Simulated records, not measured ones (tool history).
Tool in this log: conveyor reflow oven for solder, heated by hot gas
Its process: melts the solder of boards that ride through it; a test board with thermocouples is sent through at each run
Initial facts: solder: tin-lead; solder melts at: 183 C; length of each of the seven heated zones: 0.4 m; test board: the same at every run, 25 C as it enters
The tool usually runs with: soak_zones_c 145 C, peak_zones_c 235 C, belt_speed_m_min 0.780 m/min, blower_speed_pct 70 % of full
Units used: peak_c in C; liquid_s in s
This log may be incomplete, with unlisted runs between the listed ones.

Run 1, hour 0.0: usual settings. Result: peak_c 214.5 C, liquid_s 45.3 s.
Run 2, hour 9.5: usual settings. Result: peak_c 214.5 C, liquid_s 45.4 s.
Run 3, hour 17.5: usual settings. Result: peak_c 214.3 C, liquid_s 45.4 s.
Run 4, hour 23.1: usual settings but peak_zones_c 240 C. Result: peak_c 218.5 C, liquid_s 48.1 s.
Run 5, hour 28.7: usual settings but peak_zones_c 240 C. Result: peak_c 218.4 C, liquid_s 47.9 s.
Run 6, hour 37.7: usual settings but blower_speed_pct 81 % of full. Result: peak_c 216.8 C, liquid_s 47.5 s.
Run 7, hour 44.6: usual settings but blower_speed_pct 81 % of full. Result: peak_c 217.0 C, liquid_s 47.7 s.
Run 8, hour 51.8: usual settings but blower_speed_pct 89 % of full. Result: peak_c 218.6 C, liquid_s 48.6 s.
At hour 57.3: flux residue cleaned out of gas plates and filters.
Run 9, hour 67.4: usual settings but blower_speed_pct 89 % of full. Result: peak_c 218.2 C, liquid_s 48.4 s.
Run 10, hour 77.5: usual settings but blower_speed_pct 89 % of full. Result: peak_c 218.3 C, liquid_s 48.6 s.
At hour 86.2: flux residue cleaned out of gas plates and filters, once more.
Run 11, hour 91.1: usual settings but soak_zones_c 152 C. Result: peak_c 216.7 C, liquid_s 49.7 s.
Run 12, hour 97.0: usual settings. Result: peak_c 215.3 C, liquid_s 46.0 s.
Run 13, hour 102.3: usual settings. Result: peak_c 215.4 C, liquid_s 46.2 s.
Run 14, hour 108.0: usual settings. Result: peak_c 215.2 C, liquid_s 46.0 s.
Run 15, hour 118.5: usual settings. Result: peak_c 215.1 C, liquid_s 46.1 s.
Run 16, hour 125.4: usual settings. Result: peak_c 215.2 C, liquid_s 46.2 s.
Run 17, hour 134.1: usual settings. Result: peak_c 215.3 C, liquid_s 46.1 s.
Run 18, hour 144.3: usual settings. Result: peak_c 215.1 C, liquid_s 46.5 s.
Run 19, hour 149.9: usual settings but soak_zones_c 155 C, belt_speed_m_min 0.929 m/min. Result: peak_c 211.6 C, liquid_s 38.5 s.
Run 20, hour 160.5: usual settings but soak_zones_c 155 C, peak_zones_c 243 C, belt_speed_m_min 0.688 m/min. Result: peak_c 227.6 C, liquid_s 64.2 s.
Run 21, hour 171.8: usual settings but belt_speed_m_min 0.662 m/min, blower_speed_pct 50 % of full. Result: peak_c 214.3 C, liquid_s 53.7 s.
Run 22, hour 182.9: usual settings but soak_zones_c 147 C, belt_speed_m_min 0.730 m/min. Result: peak_c 217.9 C, liquid_s 52.1 s.
Run 23, hour 193.5: usual settings but soak_zones_c 154 C, belt_speed_m_min 0.728 m/min. Result: peak_c 219.1 C, liquid_s 55.8 s.
Run 24, hour 204.4: usual settings but soak_zones_c 135 C, peak_zones_c 250 C, belt_speed_m_min 0.728 m/min, blower_speed_pct 65 % of full. Result: peak_c 226.3 C, liquid_s 53.5 s.
Run 25, hour 210.4: usual settings but soak_zones_c 136 C. Result: peak_c 213.0 C, liquid_s 41.9 s.
Run 26, hour 216.1: usual settings but soak_zones_c 135 C, peak_zones_c 229 C, belt_speed_m_min 0.730 m/min. Result: peak_c 210.5 C, liquid_s 42.6 s.
Run 27, hour 221.8: usual settings but soak_zones_c 135 C, peak_zones_c 229 C, belt_speed_m_min 0.730 m/min. Result: peak_c 210.4 C, liquid_s 42.6 s.
Run 28, hour 232.8: usual settings but soak_zones_c 135 C, peak_zones_c 229 C, belt_speed_m_min 0.754 m/min. Result: peak_c 209.2 C, liquid_s 40.0 s.
Run 29, hour 238.7: usual settings but soak_zones_c 150 C, peak_zones_c 229 C, belt_speed_m_min 0.754 m/min. Result: peak_c 212.3 C, liquid_s 47.7 s.
Run 30, hour 243.9: usual settings but blower_speed_pct 86 % of full. Result: peak_c 218.8 C, liquid_s 48.8 s.

Here are 5 independent what-if runs from the current tool condition. What would each one return?
Run A, hour 250.3: usual settings but blower_speed_pct 77 % of full. Result: peak_c ?, liquid_s ?.
Run B, hour 250.3: usual settings but soak_zones_c 132 C, belt_speed_m_min 0.707 m/min, blower_speed_pct 77 % of full. Result: peak_c ?, liquid_s ?.
Run C, hour 250.3: usual settings but soak_zones_c 134 C, blower_speed_pct 86 % of full. Result: peak_c ?, liquid_s ?.
Run D, hour 250.3: usual settings but peak_zones_c 245 C. Result: peak_c ?, liquid_s ?.
Run E, hour 250.3: usual settings but soak_zones_c 132 C, belt_speed_m_min 0.725 m/min, blower_speed_pct 83 % of full. Result: peak_c ?, liquid_s ?.

run  peak_c  liquid_s
  A   216.9      47.5
  B   217.7      49.1
  C   216.6      44.4
  D   223.3      51.1
  E   218.4      48.5
With no hidden state in the tool, these same runs would have given:
run  peak_c  liquid_s
  A   217.5      48.0
  B   218.3      49.6
  C   217.3      44.9
  D   223.9      51.4
  E   219.0      49.0

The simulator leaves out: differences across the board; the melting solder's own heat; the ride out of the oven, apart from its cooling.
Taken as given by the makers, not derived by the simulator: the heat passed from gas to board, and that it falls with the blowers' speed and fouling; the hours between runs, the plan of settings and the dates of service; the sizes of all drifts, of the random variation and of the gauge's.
